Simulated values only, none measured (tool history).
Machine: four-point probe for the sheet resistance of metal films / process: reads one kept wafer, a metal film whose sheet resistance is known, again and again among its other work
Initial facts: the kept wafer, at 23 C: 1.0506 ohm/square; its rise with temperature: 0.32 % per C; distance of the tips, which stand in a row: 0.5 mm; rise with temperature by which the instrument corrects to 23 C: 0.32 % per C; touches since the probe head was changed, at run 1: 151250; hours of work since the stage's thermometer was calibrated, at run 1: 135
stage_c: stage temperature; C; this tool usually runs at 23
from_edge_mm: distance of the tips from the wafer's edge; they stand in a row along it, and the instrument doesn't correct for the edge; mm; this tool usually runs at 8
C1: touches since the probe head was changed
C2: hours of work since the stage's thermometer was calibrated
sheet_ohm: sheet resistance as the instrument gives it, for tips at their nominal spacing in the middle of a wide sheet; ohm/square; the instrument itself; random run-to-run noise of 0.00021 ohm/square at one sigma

{"run": 1, "hour": 0.0, "stage_c": 23, "from_edge_mm": 8, "C1": 151250, "C2": 135, "sheet_ohm": 1.056261}
{"run": 2, "hour": 63.3, "stage_c": 23, "from_edge_mm": 8, "C1": 153080, "C2": 182, "sheet_ohm": 1.056544}
{"run": 3, "hour": 157.1, "stage_c": 23, "from_edge_mm": 8, "C1": 155793, "C2": 252, "sheet_ohm": 1.056583}
{"run": 4, "hour": 254.0, "stage_c": 23, "from_edge_mm": 8, "C1": 158595, "C2": 325, "sheet_ohm": 1.056415}
{"run": 5, "hour": 345.8, "stage_c": 23, "from_edge_mm": 8, "C1": 161251, "C2": 393, "sheet_ohm": 1.056599}
{"run": 6, "hour": 427.5, "stage_c": 23, "from_edge_mm": 8, "C1": 163615, "C2": 455, "sheet_ohm": 1.056474}
{"run": 7, "hour": 527.3, "stage_c": 23, "from_edge_mm": 8, "C1": 166499, "C2": 529, "sheet_ohm": 1.056881}
{"run": 8, "hour": 603.6, "stage_c": 23, "from_edge_mm": 8, "C1": 168707, "C2": 586, "sheet_ohm": 1.056687}
{"run": 9, "hour": 661.5, "stage_c": 23, "from_edge_mm": 51, "C1": 170382, "C2": 630, "sheet_ohm": 1.054971}
{"run": 10, "hour": 732.7, "stage_c": 33, "from_edge_mm": 21, "C1": 172441, "C2": 683, "sheet_ohm": 1.055302}
{"hour": 740.5, "done": "stage's thermometer calibrated"}
{"run": 11, "hour": 823.4, "stage_c": 21, "from_edge_mm": 14, "C1": 175051, "C2": 62, "sheet_ohm": 1.055586}
{"run": 12, "hour": 917.6, "stage_c": 24, "from_edge_mm": 61, "C1": 177774, "C2": 133, "sheet_ohm": 1.054751}
{"run": 13, "hour": 1009.6, "stage_c": 20, "from_edge_mm": 8, "C1": 180434, "C2": 201, "sheet_ohm": 1.057048}
{"run": 14, "hour": 1080.8, "stage_c": 21, "from_edge_mm": 10, "C1": 182493, "C2": 255, "sheet_ohm": 1.056584}

Same runs, no hidden state in the tool, same run-to-run variation:
The hidden state here: inner tips' distance over the nominal, %; tips' flats over new ones', %; wafer's true temperature over the reading, C; drift of the gauge itself on sheet_ohm, %.
run=1 sheet_ohm=1.052645
run=2 sheet_ohm=1.052876
run=3 sheet_ohm=1.052834
run=4 sheet_ohm=1.052607
run=5 sheet_ohm=1.052721
run=6 sheet_ohm=1.052533
run=7 sheet_ohm=1.052869
run=8 sheet_ohm=1.052625
run=9 sheet_ohm=1.050863
run=10 sheet_ohm=1.051106
run=11 sheet_ohm=1.051508
run=12 sheet_ohm=1.050599
run=13 sheet_ohm=1.052830
run=14 sheet_ohm=1.052307
